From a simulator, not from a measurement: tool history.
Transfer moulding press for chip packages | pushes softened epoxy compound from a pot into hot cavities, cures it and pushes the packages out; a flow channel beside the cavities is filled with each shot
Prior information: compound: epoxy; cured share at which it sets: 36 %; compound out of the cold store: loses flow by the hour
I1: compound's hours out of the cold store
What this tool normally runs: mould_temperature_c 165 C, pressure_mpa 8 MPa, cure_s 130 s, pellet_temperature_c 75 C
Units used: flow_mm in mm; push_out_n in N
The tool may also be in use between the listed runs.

{"run": 1, "day": 0.0, "mould_temperature_c": 165, "pressure_mpa": 8, "cure_s": 130, "pellet_temperature_c": 75, "I1": 45.2, "flow_mm": 744, "push_out_n": 201}
{"run": 2, "day": 0.292, "mould_temperature_c": 165, "pressure_mpa": 8, "cure_s": 130, "pellet_temperature_c": 81, "I1": 9.5, "flow_mm": 840, "push_out_n": 205}
{"day": 0.4, "done": "cavities cleaned with cleaning compound and waxed"}
{"run": 3, "day": 0.833, "mould_temperature_c": 165, "pressure_mpa": 8, "cure_s": 130, "pellet_temperature_c": 81, "I1": 10.3, "flow_mm": 827, "push_out_n": 203}
{"run": 4, "day": 1.208, "mould_temperature_c": 165, "pressure_mpa": 8, "cure_s": 130, "pellet_temperature_c": 81, "I1": 42, "flow_mm": 761, "push_out_n": 196}
{"run": 5, "day": 1.508, "mould_temperature_c": 165, "pressure_mpa": 8, "cure_s": 130, "pellet_temperature_c": 74, "I1": 14.6, "flow_mm": 832, "push_out_n": 206}
{"run": 6, "day": 1.825, "mould_temperature_c": 165, "pressure_mpa": 7.71, "cure_s": 130, "pellet_temperature_c": 75, "I1": 8.1, "flow_mm": 819, "push_out_n": 208}
{"run": 7, "day": 2.275, "mould_temperature_c": 159, "pressure_mpa": 8, "cure_s": 130, "pellet_temperature_c": 75, "I1": 26.1, "flow_mm": 832, "push_out_n": 259}
{"run": 8, "day": 2.575, "mould_temperature_c": 159, "pressure_mpa": 8, "cure_s": 130, "pellet_temperature_c": 75, "I1": 9, "flow_mm": 873, "push_out_n": 273}
{"day": 2.888, "done": "cavities cleaned with cleaning compound and waxed"}
{"run": 9, "day": 2.904, "mould_temperature_c": 165, "pressure_mpa": 8, "cure_s": 130, "pellet_temperature_c": 75, "I1": 29.1, "flow_mm": 789, "push_out_n": 211}
{"run": 10, "day": 3.375, "mould_temperature_c": 169, "pressure_mpa": 8, "cure_s": 130, "pellet_temperature_c": 75, "I1": 47.7, "flow_mm": 735, "push_out_n": 199}
{"run": 11, "day": 3.767, "mould_temperature_c": 165, "pressure_mpa": 8, "cure_s": 130, "pellet_temperature_c": 75, "I1": 38, "flow_mm": 767, "push_out_n": 201}
{"run": 12, "day": 4.158, "mould_temperature_c": 165, "pressure_mpa": 8, "cure_s": 130, "pellet_temperature_c": 75, "I1": 46.3, "flow_mm": 746, "push_out_n": 198}
{"run": 13, "day": 4.604, "mould_temperature_c": 165, "pressure_mpa": 8, "cure_s": 130, "pellet_temperature_c": 75, "I1": 12.3, "flow_mm": 834, "push_out_n": 204}
{"run": 14, "day": 4.996, "mould_temperature_c": 165, "pressure_mpa": 8, "cure_s": 130, "pellet_temperature_c": 75, "I1": 42.5, "flow_mm": 756, "push_out_n": 202}
{"run": 15, "day": 5.292, "mould_temperature_c": 166, "pressure_mpa": 8, "cure_s": 112, "pellet_temperature_c": 75, "I1": 23.9, "flow_mm": 795, "push_out_n": 224}
{"day": 5.379, "done": "cavities cleaned with cleaning compound and waxed"}
{"run": 16, "day": 5.721, "mould_temperature_c": 166, "pressure_mpa": 8.6, "cure_s": 149, "pellet_temperature_c": 81, "I1": 28.8, "flow_mm": 815, "push_out_n": 199}
{"run": 17, "day": 5.967, "mould_temperature_c": 164, "pressure_mpa": 8, "cure_s": 130, "pellet_temperature_c": 73, "I1": 9.9, "flow_mm": 849, "push_out_n": 225}
{"run": 18, "day": 6.362, "mould_temperature_c": 164, "pressure_mpa": 8, "cure_s": 130, "pellet_temperature_c": 73, "I1": 33.8, "flow_mm": 781, "push_out_n": 212}
{"run": 19, "day": 6.625, "mould_temperature_c": 165, "pressure_mpa": 8, "cure_s": 125, "pellet_temperature_c": 65, "I1": 19.4, "flow_mm": 816, "push_out_n": 207}
{"run": 20, "day": 6.971, "mould_temperature_c": 169, "pressure_mpa": 9.79, "cure_s": 166, "pellet_temperature_c": 75, "I1": 35.9, "flow_mm": 822, "push_out_n": 188}
{"run": 21, "day": 7.308, "mould_temperature_c": 169, "pressure_mpa": 9.79, "cure_s": 166, "pellet_temperature_c": 75, "I1": 33, "flow_mm": 840, "push_out_n": 198}
{"run": 22, "day": 7.733, "mould_temperature_c": 170, "pressure_mpa": 8, "cure_s": 130, "pellet_temperature_c": 75, "I1": 33.6, "flow_mm": 754, "push_out_n": 188}
{"day": 7.9, "done": "cavities cleaned with cleaning compound and waxed"}
{"run": 23, "day": 8.229, "mould_temperature_c": 170, "pressure_mpa": 8, "cure_s": 154, "pellet_temperature_c": 75, "I1": 12.4, "flow_mm": 806, "push_out_n": 194}
{"run": 24, "day": 8.488, "mould_temperature_c": 170, "pressure_mpa": 8, "cure_s": 154, "pellet_temperature_c": 75, "I1": 24.4, "flow_mm": 772, "push_out_n": 193}
{"run": 25, "day": 8.962, "mould_temperature_c": 170, "pressure_mpa": 8, "cure_s": 154, "pellet_temperature_c": 75, "I1": 23, "flow_mm": 776, "push_out_n": 184}
{"day": 9.346, "done": "plunger's sealing rings changed"}
{"run": 26, "day": 9.496, "mould_temperature_c": 166, "pressure_mpa": 8, "cure_s": 130, "pellet_temperature_c": 67, "I1": 11, "flow_mm": 827, "push_out_n": 207}
{"run": 27, "day": 9.825, "mould_temperature_c": 166, "pressure_mpa": 8, "cure_s": 130, "pellet_temperature_c": 67, "I1": 41.2, "flow_mm": 752, "push_out_n": 210}
{"run": 28, "day": 10.038, "mould_temperature_c": 159, "pressure_mpa": 6.4, "cure_s": 130, "pellet_temperature_c": 72, "I1": 13.5, "flow_mm": 780, "push_out_n": 261}

4 options for the next run, each taken on its own from the tool as it stands now. Forecast them:
{"run": "A", "day": 10.279, "mould_temperature_c": 165, "pressure_mpa": 8, "cure_s": 130, "pellet_temperature_c": 72, "I1": 18.6, "flow_mm": "?", "push_out_n": "?"}
{"run": "B", "day": 10.279, "mould_temperature_c": 158, "pressure_mpa": 6.4, "cure_s": 126, "pellet_temperature_c": 72, "I1": 12.1, "flow_mm": "?", "push_out_n": "?"}
{"run": "C", "day": 10.279, "mould_temperature_c": 159, "pressure_mpa": 7.69, "cure_s": 125, "pellet_temperature_c": 69, "I1": 31.2, "flow_mm": "?", "push_out_n": "?"}
{"run": "D", "day": 10.279, "mould_temperature_c": 165, "pressure_mpa": 8, "cure_s": 150, "pellet_temperature_c": 75, "I1": 36.7, "flow_mm": "?", "push_out_n": "?"}

run=A flow_mm=823 push_out_n=199
run=B flow_mm=794 push_out_n=294
run=C flow_mm=809 push_out_n=268
run=D flow_mm=777 push_out_n=195
Without the tool's hidden state the same runs would have given:
run=A flow_mm=823 push_out_n=197
run=B flow_mm=794 push_out_n=292
run=C flow_mm=809 push_out_n=266
run=D flow_mm=777 push_out_n=194

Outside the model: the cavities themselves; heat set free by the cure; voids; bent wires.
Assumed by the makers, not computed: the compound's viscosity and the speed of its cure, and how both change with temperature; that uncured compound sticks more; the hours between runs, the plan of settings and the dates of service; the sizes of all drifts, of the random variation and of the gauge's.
